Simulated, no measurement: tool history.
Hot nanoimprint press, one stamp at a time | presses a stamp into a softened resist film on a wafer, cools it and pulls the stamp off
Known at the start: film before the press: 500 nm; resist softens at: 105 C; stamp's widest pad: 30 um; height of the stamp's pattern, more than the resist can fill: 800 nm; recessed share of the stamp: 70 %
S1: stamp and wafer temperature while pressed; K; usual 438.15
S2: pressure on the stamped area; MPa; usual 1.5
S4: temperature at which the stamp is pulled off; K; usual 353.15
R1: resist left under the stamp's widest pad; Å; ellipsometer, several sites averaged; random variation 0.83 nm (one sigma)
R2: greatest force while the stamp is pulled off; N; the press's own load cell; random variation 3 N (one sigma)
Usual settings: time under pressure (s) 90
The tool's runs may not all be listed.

{"run": 1, "hour": 0.0, "S1": 438.15, "S2": 1.5, "time under pressure (s)": 90, "S4": 353.15, "R1": 2513, "R2": 253}
{"run": 2, "hour": 52.6, "S1": 438.15, "S2": 1.72, "time under pressure (s)": 90, "S4": 353.15, "R1": 2362, "R2": 276}
{"run": 3, "hour": 133.7, "S1": 438.15, "S2": 1.72, "time under pressure (s)": 131, "S4": 353.15, "R1": 2048, "R2": 284}
{"run": 4, "hour": 207.4, "S1": 438.15, "S2": 1.72, "time under pressure (s)": 131, "S4": 353.15, "R1": 2050, "R2": 310}
{"hour": 239.7, "done": "stamp cleaned and given a new release coat"}
{"run": 5, "hour": 295.9, "S1": 438.15, "S2": 1.72, "time under pressure (s)": 131, "S4": 353.15, "R1": 2029, "R2": 147}
{"hour": 306.5, "done": "plate thermocouple calibrated"}
{"run": 6, "hour": 380.2, "S1": 438.15, "S2": 1.72, "time under pressure (s)": 131, "S4": 353.15, "R1": 2166, "R2": 165}
{"run": 7, "hour": 449.3, "S1": 438.15, "S2": 1.72, "time under pressure (s)": 131, "S4": 353.15, "R1": 2157, "R2": 173}
{"run": 8, "hour": 492.9, "S1": 431.15, "S2": 1.5, "time under pressure (s)": 90, "S4": 353.15, "R1": 3682, "R2": 191}
{"hour": 509.0, "done": "press's hydraulic seals changed and the load cell set to zero"}
{"run": 9, "hour": 559.0, "S1": 431.15, "S2": 1.5, "time under pressure (s)": 90, "S4": 353.15, "R1": 3650, "R2": 193}
{"run": 10, "hour": 597.0, "S1": 431.15, "S2": 1.5, "time under pressure (s)": 90, "S4": 353.15, "R1": 3635, "R2": 207}
{"run": 11, "hour": 665.8, "S1": 431.15, "S2": 1.5, "time under pressure (s)": 90, "S4": 353.15, "R1": 3614, "R2": 217}
{"run": 12, "hour": 742.0, "S1": 438.15, "S2": 1.5, "time under pressure (s)": 51, "S4": 353.15, "R1": 3067, "R2": 227}
{"run": 13, "hour": 807.4, "S1": 432.15, "S2": 1.5, "time under pressure (s)": 90, "S4": 353.15, "R1": 3436, "R2": 241}
{"hour": 869.8, "done": "plate thermocouple calibrated"}
{"run": 14, "hour": 876.6, "S1": 432.15, "S2": 1.5, "time under pressure (s)": 90, "S4": 353.15, "R1": 3493, "R2": 269}
{"run": 15, "hour": 928.7, "S1": 432.15, "S2": 1.5, "time under pressure (s)": 90, "S4": 353.15, "R1": 3497, "R2": 268}
{"run": 16, "hour": 997.0, "S1": 432.15, "S2": 1.56, "time under pressure (s)": 117, "S4": 353.15, "R1": 3228, "R2": 283}
{"run": 17, "hour": 1077.6, "S1": 438.15, "S2": 1.86, "time under pressure (s)": 58, "S4": 358.15, "R1": 2702, "R2": 283}
{"hour": 1117.8, "done": "stamp cleaned and given a new release coat"}
{"run": 18, "hour": 1152.7, "S1": 438.15, "S2": 1.86, "time under pressure (s)": 58, "S4": 358.15, "R1": 2688, "R2": 143}
{"run": 19, "hour": 1199.6, "S1": 438.15, "S2": 2.03, "time under pressure (s)": 90, "S4": 354.15, "R1": 2222, "R2": 155}
{"hour": 1268.9, "done": "press's hydraulic seals changed and the load cell set to zero"}
{"run": 20, "hour": 1275.3, "S1": 435.15, "S2": 2.03, "time under pressure (s)": 90, "S4": 346.15, "R1": 2583, "R2": 170}
{"run": 21, "hour": 1328.8, "S1": 430.15, "S2": 2.23, "time under pressure (s)": 155, "S4": 349.15, "R1": 2766, "R2": 179}
{"run": 22, "hour": 1389.2, "S1": 430.15, "S2": 2.23, "time under pressure (s)": 155, "S4": 349.15, "R1": 2763, "R2": 187}
{"hour": 1438.1, "done": "plate thermocouple calibrated"}
{"run": 23, "hour": 1473.5, "S1": 428.15, "S2": 1.18, "time under pressure (s)": 92, "S4": 343.15, "R1": 4278, "R2": 214}
{"run": 24, "hour": 1536.0, "S1": 440.15, "S2": 1.18, "time under pressure (s)": 82, "S4": 343.15, "R1": 2717, "R2": 233}
{"run": 25, "hour": 1573.0, "S1": 440.15, "S2": 1.18, "time under pressure (s)": 82, "S4": 343.15, "R1": 2706, "R2": 232}
{"run": 26, "hour": 1640.8, "S1": 438.15, "S2": 1.5, "time under pressure (s)": 90, "S4": 360.15, "R1": 2594, "R2": 234}
{"run": 27, "hour": 1720.9, "S1": 442.15, "S2": 1.5, "time under pressure (s)": 90, "S4": 350.15, "R1": 2073, "R2": 251}
{"run": 28, "hour": 1781.7, "S1": 447.15, "S2": 0.96, "time under pressure (s)": 61, "S4": 351.15, "R1": 2287, "R2": 278}
{"run": 29, "hour": 1836.6, "S1": 438.15, "S2": 1.31, "time under pressure (s)": 90, "S4": 353.15, "R1": 2743, "R2": 272}

3 ways to go on from here, each from the tool as it stands after run 29. What would each give?
{"run": "A", "hour": 1872.8, "S1": 450.15, "S2": 1.35, "time under pressure (s)": 90, "S4": 350.15, "R1": "?", "R2": "?"}
{"run": "B", "hour": 1872.8, "S1": 438.15, "S2": 1.14, "time under pressure (s)": 48, "S4": 347.15, "R1": "?", "R2": "?"}
{"run": "C", "hour": 1872.8, "S1": 431.15, "S2": 1.76, "time under pressure (s)": 90, "S4": 352.15, "R1": "?", "R2": "?"}

run=A R1=1408 R2=285
run=B R1=3471 R2=294
run=C R1=3426 R2=290
Without the tool's hidden state the same runs would have given:
run=A R1=1418 R2=141
run=B R1=3497 R2=146
run=C R1=3448 R2=143
